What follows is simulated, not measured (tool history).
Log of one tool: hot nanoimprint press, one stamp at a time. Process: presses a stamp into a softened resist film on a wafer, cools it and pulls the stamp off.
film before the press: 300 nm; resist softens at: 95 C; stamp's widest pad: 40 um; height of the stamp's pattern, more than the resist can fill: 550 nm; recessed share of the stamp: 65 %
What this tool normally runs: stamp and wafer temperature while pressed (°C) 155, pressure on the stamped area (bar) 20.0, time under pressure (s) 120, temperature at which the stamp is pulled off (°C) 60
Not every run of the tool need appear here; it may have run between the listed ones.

| run | hour | stamp and wafer temperature while pressed (°C) | pressure on the stamped area (bar) | time under pressure (s) | temperature at which the stamp is pulled off (°C) | resist left under the stamp's widest pad (angstrom) | greatest force while the stamp is pulled off (N) |
|---|---|---|---|---|---|---|---|
| 1 | 0.0 | 155 | 20.0 | 120 | 60 | 1102 | 192 |
| 2 | 5.4 | 155 | 20.0 | 120 | 60 | 1117 | 187 |
| 3 | 11.0 | 155 | 20.0 | 120 | 60 | 1102 | 190 |
| 4 | 21.3 | 155 | 20.0 | 120 | 60 | 1103 | 192 |
| 5 | 26.7 | 155 | 20.0 | 120 | 60 | 1106 | 197 |
| 6 | 36.9 | 155 | 20.0 | 120 | 60 | 1101 | 200 |
| 7 | 44.6 | 155 | 17.1 | 120 | 60 | 1192 | 192 |
| 8 | 49.4 | 155 | 20.0 | 120 | 60 | 1104 | 197 |
| 9 | 56.9 | 155 | 20.0 | 120 | 60 | 1093 | 200 |
| 10 | 65.8 | 155 | 20.0 | 120 | 60 | 1101 | 200 |
| 11 | 74.1 | 162 | 31.5 | 159 | 46 | 534 | 227 |
| 12 | 83.5 | 159 | 24.4 | 62 | 49 | 1029 | 220 |
| 13 | 88.1 | 159 | 24.4 | 62 | 55 | 1027 | 210 |
| 14 | 98.7 | 159 | 22.7 | 62 | 55 | 1077 | 218 |
| 15 | 103.4 | 154 | 20.0 | 83 | 60 | 1320 | 202 |
| 16 | 111.9 | 155 | 20.4 | 120 | 53 | 1086 | 217 |
| 17 | 119.5 | 155 | 12.9 | 120 | 46 | 1360 | 232 |
| 18 | 125.1 | 155 | 20.0 | 105 | 60 | 1153 | 201 |
| 19 | 135.2 | 155 | 20.0 | 105 | 45 | 1149 | 236 |
| 20 | 145.3 | 155 | 21.2 | 106 | 58 | 1116 | 208 |

For each run, the measured value with the value that run would have given without the tool's hidden condition subtracted. The run-to-run variation is shared by both, the gauge scatter possibly not:
What the log doesn't record here: true temperature over the reading, C; pressure that arrives at the usual setting, %; grip of the stamp's worn release coat, % over a new coat's; drift of the gauge itself on residual_nm, %; drift of the gauge itself on pull_off_n, %.
| run | resist left under the stamp's widest pad (angstrom) | greatest force while the stamp is pulled off (N) |
|---|---|---|
| 1 | +19 | +23 |
| 2 | +19 | +23 |
| 3 | +18 | +24 |
| 4 | +16 | +24 |
| 5 | +16 | +25 |
| 6 | +15 | +27 |
| 7 | +12 | +26 |
| 8 | +14 | +27 |
| 9 | +12 | +29 |
| 10 | +12 | +29 |
| 11 | +11 | +34 |
| 12 | +14 | +34 |
| 13 | +13 | +33 |
| 14 | +11 | +35 |
| 15 | +9 | +32 |
| 16 | +7 | +36 |
| 17 | +0 | +39 |
| 18 | +6 | +34 |
| 19 | +5 | +41 |
| 20 | +5 | +36 |
